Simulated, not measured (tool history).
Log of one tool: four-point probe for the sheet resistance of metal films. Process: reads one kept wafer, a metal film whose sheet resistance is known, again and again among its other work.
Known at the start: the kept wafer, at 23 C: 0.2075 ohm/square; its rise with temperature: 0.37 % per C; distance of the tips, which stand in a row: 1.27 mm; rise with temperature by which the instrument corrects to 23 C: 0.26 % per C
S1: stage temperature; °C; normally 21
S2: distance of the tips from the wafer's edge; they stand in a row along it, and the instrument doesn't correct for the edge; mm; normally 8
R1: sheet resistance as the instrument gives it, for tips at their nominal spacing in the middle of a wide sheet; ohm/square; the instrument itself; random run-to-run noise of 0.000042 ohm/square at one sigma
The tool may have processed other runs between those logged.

run     day  S1  S2        R1
  1       0  21   8  0.210169
  2   0.875  21   8  0.210104
  3   2.233  21   8  0.210112
  4   2.783  21  15  0.208191
  5    3.65  21  15  0.208254
  6   4.229  21   6  0.212316
  7   5.271  34   8  0.213288
  8   6.017  34   8  0.213406
  9   6.862  21   8  0.210216
 10     8.1  21   8  0.210277
 11   9.296  21   8  0.210227
 12   10.65  35   8  0.213663
 13  11.754  35   8  0.213666
 14  12.588  35   8  0.213753
 15   13.25  35   8  0.213662
 16  13.979  35   8   0.21367
 17  15.333  35   8  0.213733
 18  16.542  35   8   0.21366
 19  17.575  35   6  0.215947
 20  18.496  35   6  0.215887
 21  19.233  35   6  0.215894
 22  20.562  19   6  0.212071
 23  21.196  20   6  0.212326
 24  22.308  27  12  0.210413
 25  23.042  22  70  0.208008
 26  24.383  21   6  0.212629
 27  25.642  28  18  0.210099
 28  26.446  30   6    0.2148
 29  27.217  25   4  0.219353
 30  28.317  23   7  0.211951
 31  29.446  23   7  0.211983
 32  30.021  23   7  0.211985
 33  30.758  30   4  0.220722
 34  31.733  30   4   0.22077
 35  32.829  30   4  0.220794
 36  33.508  27   4  0.220127
 37  34.142  27   4   0.22009
 38  35.404  22  18  0.208694
 39  36.304  22  18  0.208692
 40  37.171  21  22  0.208324
 41  37.938  29  25  0.210144
 42  39.242  20   7  0.211373
 43  40.542  30   7  0.213909
 44  41.171  30   7  0.213817
 45  42.075  35  36  0.211504

Below are 4 alternative next runs, each starting from the tool's condition after run 45. Predict each:
  A  42.854  31  15   ?
  B  42.854  27   8   ?
  C  42.854  26  69   ?
  D  42.854  28  34   ?

run        R1
  A  0.211288
  B  0.212378
  C  0.209311
  D   0.20987
Without the tool's unlogged condition, the same runs would have read:
run        R1
  A  0.210253
  B  0.211335
  C  0.208282
  D   0.20884
